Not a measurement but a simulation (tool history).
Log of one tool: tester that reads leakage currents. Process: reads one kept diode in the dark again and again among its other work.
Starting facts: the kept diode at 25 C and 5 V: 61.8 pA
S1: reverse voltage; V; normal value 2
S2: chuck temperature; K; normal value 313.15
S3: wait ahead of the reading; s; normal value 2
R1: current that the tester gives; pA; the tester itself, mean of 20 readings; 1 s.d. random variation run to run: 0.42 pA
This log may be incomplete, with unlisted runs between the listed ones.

Run 1, hour 0: usual settings. Result: R1 119.17 pA.
Run 2, hour 43.4: usual settings but S3 0.62 s. Result: R1 119.27 pA.
At hour 66.1: chuck's temperature calibrated.
Run 3, hour 84: usual settings but S3 0.62 s. Result: R1 141.45 pA.
Run 4, hour 146.3: usual settings but S3 0.62 s. Result: R1 140.32 pA.
Run 5, hour 194.8: usual settings but S3 8.31 s. Result: R1 138.42 pA.
Run 6, hour 257.3: usual settings but S3 8.31 s. Result: R1 137.58 pA.
Run 7, hour 320.7: usual settings. Result: R1 136.8 pA.
Run 8, hour 364.1: usual settings. Result: R1 137.48 pA.
Run 9, hour 426.3: usual settings but S1 4.31 V, S3 1.18 s. Result: R1 185.63 pA.
Run 10, hour 473.7: usual settings but S1 4.31 V, S3 1.18 s. Result: R1 185.37 pA.
At hour 482.4: probe card cleaned and baked.
Run 11, hour 512: usual settings but S1 4.31 V, S3 1.18 s. Result: R1 185.4 pA.
Run 12, hour 561.8: usual settings but S1 4.31 V, S3 1.18 s. Result: R1 185.35 pA.
Run 13, hour 604.6: usual settings but S1 10.82 V, S2 300.15 K. Result: R1 102.93 pA.
At hour 656.2: probe card cleaned and baked, once more.
Run 14, hour 668.4: usual settings but S2 293.15 K, S3 0.43 s. Result: R1 27.8 pA.
Run 15, hour 724.9: usual settings but S2 293.15 K, S3 0.43 s. Result: R1 27.78 pA.

What if the next run were any one of these 3? Each begins from the tool's condition after run 15:
Run A, hour 763.2: usual settings but S1 2.02 V, S2 297.15 K, S3 8.3 s. Result: R1 ?.
Run B, hour 763.2: usual settings but S1 3.47 V. Result: R1 ?.
Run C, hour 763.2: usual settings but S2 298.15 K, S3 3.01 s. Result: R1 ?.

run      R1
  A   37.42
  B  164.22
  C   40.33
Take away the tool's hidden state, keep each run's random variation, and the runs would have read:
run     R1
  A  39.86
  B  173.9
  C  42.94

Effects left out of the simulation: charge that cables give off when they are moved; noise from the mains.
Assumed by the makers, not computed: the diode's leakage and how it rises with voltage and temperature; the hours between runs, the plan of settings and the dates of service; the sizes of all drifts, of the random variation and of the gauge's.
